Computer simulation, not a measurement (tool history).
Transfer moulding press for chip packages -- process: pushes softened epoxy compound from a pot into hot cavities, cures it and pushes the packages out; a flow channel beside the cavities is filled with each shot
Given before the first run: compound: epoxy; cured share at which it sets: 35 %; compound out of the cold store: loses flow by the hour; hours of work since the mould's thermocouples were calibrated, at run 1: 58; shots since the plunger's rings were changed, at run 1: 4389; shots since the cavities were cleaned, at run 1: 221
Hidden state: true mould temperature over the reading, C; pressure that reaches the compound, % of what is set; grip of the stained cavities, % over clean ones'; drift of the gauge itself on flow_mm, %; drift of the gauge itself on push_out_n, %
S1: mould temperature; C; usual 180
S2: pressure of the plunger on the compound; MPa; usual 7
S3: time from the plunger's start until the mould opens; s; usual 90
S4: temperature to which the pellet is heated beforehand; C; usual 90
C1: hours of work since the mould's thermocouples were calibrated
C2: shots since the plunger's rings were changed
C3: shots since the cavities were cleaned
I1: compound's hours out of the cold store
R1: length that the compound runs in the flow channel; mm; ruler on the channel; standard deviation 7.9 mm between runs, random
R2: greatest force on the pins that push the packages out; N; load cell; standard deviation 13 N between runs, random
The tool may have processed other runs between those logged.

{"run": 1, "hour": 0.0, "S1": 180, "S2": 7, "S3": 90, "S4": 90, "C1": 58, "C2": 4389, "C3": 221, "I1": 9, "R1": 932, "R2": 756}
{"run": 2, "hour": 12.6, "S1": 180, "S2": 7, "S3": 90, "S4": 90, "C1": 66, "C2": 4547, "C3": 379, "I1": 29.6, "R1": 897, "R2": 818}
{"run": 3, "hour": 23.3, "S1": 180, "S2": 7, "S3": 90, "S4": 90, "C1": 73, "C2": 4681, "C3": 513, "I1": 33.4, "R1": 897, "R2": 848}
{"hour": 26.8, "done": "cavities cleaned with cleaning compound and waxed"}
{"run": 4, "hour": 37.9, "S1": 180, "S2": 7, "S3": 90, "S4": 90, "C1": 81, "C2": 4845, "C3": 139, "I1": 46.3, "R1": 875, "R2": 658}
{"run": 5, "hour": 43.6, "S1": 180, "S2": 7, "S3": 90, "S4": 90, "C1": 85, "C2": 4917, "C3": 211, "I1": 19.5, "R1": 914, "R2": 743}
{"run": 6, "hour": 54.6, "S1": 180, "S2": 7, "S3": 90, "S4": 90, "C1": 92, "C2": 5055, "C3": 349, "I1": 9.3, "R1": 941, "R2": 818}
{"run": 7, "hour": 61.3, "S1": 180, "S2": 7, "S3": 90, "S4": 90, "C1": 97, "C2": 5139, "C3": 433, "I1": 36.2, "R1": 890, "R2": 794}
{"hour": 70.7, "done": "cavities cleaned with cleaning compound and waxed"}
{"run": 8, "hour": 74.0, "S1": 180, "S2": 6.72, "S3": 90, "S4": 90, "C1": 104, "C2": 5279, "C3": 41, "I1": 9.5, "R1": 930, "R2": 678}
{"run": 9, "hour": 83.1, "S1": 180, "S2": 6.72, "S3": 90, "S4": 90, "C1": 110, "C2": 5394, "C3": 156, "I1": 39.3, "R1": 867, "R2": 702}
{"run": 10, "hour": 94.7, "S1": 180, "S2": 6.72, "S3": 90, "S4": 90, "C1": 118, "C2": 5539, "C3": 301, "I1": 37.1, "R1": 865, "R2": 767}
{"run": 11, "hour": 104.8, "S1": 180, "S2": 6.72, "S3": 90, "S4": 90, "C1": 124, "C2": 5665, "C3": 427, "I1": 44.2, "R1": 853, "R2": 811}
{"hour": 114.8, "done": "cavities cleaned with cleaning compound and waxed"}
{"run": 12, "hour": 119.2, "S1": 180, "S2": 5.81, "S3": 90, "S4": 90, "C1": 133, "C2": 5827, "C3": 55, "I1": 39.7, "R1": 792, "R2": 672}
{"run": 13, "hour": 128.3, "S1": 180, "S2": 7, "S3": 90, "S4": 90, "C1": 139, "C2": 5942, "C3": 170, "I1": 40, "R1": 873, "R2": 706}
{"run": 14, "hour": 136.2, "S1": 180, "S2": 7, "S3": 104, "S4": 90, "C1": 144, "C2": 6041, "C3": 269, "I1": 36.4, "R1": 882, "R2": 570}
{"run": 15, "hour": 149.3, "S1": 180, "S2": 7, "S3": 104, "S4": 90, "C1": 152, "C2": 6205, "C3": 433, "I1": 35.6, "R1": 884, "R2": 603}
{"run": 16, "hour": 156.1, "S1": 172, "S2": 7, "S3": 90, "S4": 88, "C1": 157, "C2": 6291, "C3": 519, "I1": 8.2, "R1": 946, "R2": 1496}
{"hour": 158.7, "done": "cavities cleaned with cleaning compound and waxed"}
{"run": 17, "hour": 165.5, "S1": 180, "S2": 7, "S3": 77, "S4": 90, "C1": 162, "C2": 6390, "C3": 86, "I1": 11.1, "R1": 925, "R2": 1047}
{"run": 18, "hour": 173.1, "S1": 187, "S2": 7, "S3": 112, "S4": 90, "C1": 167, "C2": 6485, "C3": 181, "I1": 38.8, "R1": 856, "R2": 444}
{"run": 19, "hour": 184.6, "S1": 187, "S2": 6.47, "S3": 112, "S4": 85, "C1": 175, "C2": 6629, "C3": 325, "I1": 21.3, "R1": 870, "R2": 453}
{"run": 20, "hour": 192.5, "S1": 187, "S2": 6.47, "S3": 112, "S4": 85, "C1": 180, "C2": 6728, "C3": 424, "I1": 12.5, "R1": 863, "R2": 486}
{"hour": 202.6, "done": "cavities cleaned with cleaning compound and waxed"}
{"run": 21, "hour": 204.1, "S1": 177, "S2": 5.41, "S3": 77, "S4": 93, "C1": 186, "C2": 6855, "C3": 19, "I1": 25.6, "R1": 784, "R2": 1129}
{"hour": 211.8, "done": "plunger's sealing rings changed"}
{"run": 22, "hour": 212.5, "S1": 177, "S2": 5.41, "S3": 77, "S4": 93, "C1": 190, "C2": 8, "C3": 93, "I1": 26.8, "R1": 842, "R2": 1209}
{"run": 23, "hour": 218.8, "S1": 177, "S2": 5.41, "S3": 77, "S4": 93, "C1": 194, "C2": 87, "C3": 172, "I1": 13.2, "R1": 851, "R2": 1307}
{"run": 24, "hour": 227.5, "S1": 185, "S2": 6.66, "S3": 77, "S4": 97, "C1": 200, "C2": 196, "C3": 281, "I1": 35.3, "R1": 901, "R2": 756}
{"run": 25, "hour": 236.3, "S1": 185, "S2": 6.66, "S3": 77, "S4": 97, "C1": 206, "C2": 306, "C3": 391, "I1": 19.7, "R1": 907, "R2": 833}
{"run": 26, "hour": 245.7, "S1": 180, "S2": 7.63, "S3": 88, "S4": 82, "C1": 212, "C2": 424, "C3": 509, "I1": 19.2, "R1": 1003, "R2": 898}
{"hour": 249.4, "done": "cavities cleaned with cleaning compound and waxed"}
{"run": 27, "hour": 256.4, "S1": 173, "S2": 6.74, "S3": 104, "S4": 91, "C1": 218, "C2": 539, "C3": 87, "I1": 23.6, "R1": 937, "R2": 752}
{"run": 28, "hour": 264.3, "S1": 173, "S2": 6.74, "S3": 104, "S4": 91, "C1": 223, "C2": 639, "C3": 187, "I1": 38, "R1": 920, "R2": 793}

Forecast each of these 4 alternatives for the next run:
{"run": "A", "hour": 270.0, "S1": 178, "S2": 6.74, "S3": 73, "S4": 91, "C1": 227, "C2": 710, "C3": 258, "I1": 32, "R1": "?", "R2": "?"}
{"run": "B", "hour": 270.0, "S1": 180, "S2": 7, "S3": 90, "S4": 90, "C1": 227, "C2": 710, "C3": 258, "I1": 22.2, "R1": "?", "R2": "?"}
{"run": "C", "hour": 270.0, "S1": 176, "S2": 6.74, "S3": 104, "S4": 91, "C1": 227, "C2": 710, "C3": 258, "I1": 40.9, "R1": "?", "R2": "?"}
{"run": "D", "hour": 270.0, "S1": 182, "S2": 7, "S3": 90, "S4": 95, "C1": 227, "C2": 710, "C3": 258, "I1": 44.2, "R1": "?", "R2": "?"}

run=A R1=908 R2=1376
run=B R1=938 R2=744
run=C R1=895 R2=669
run=D R1=895 R2=643
Take away the tool's hidden state, keep each run's random variation, and the runs would have read:
run=A R1=915 R2=1168
run=B R1=945 R2=636
run=C R1=902 R2=571
run=D R1=901 R2=546
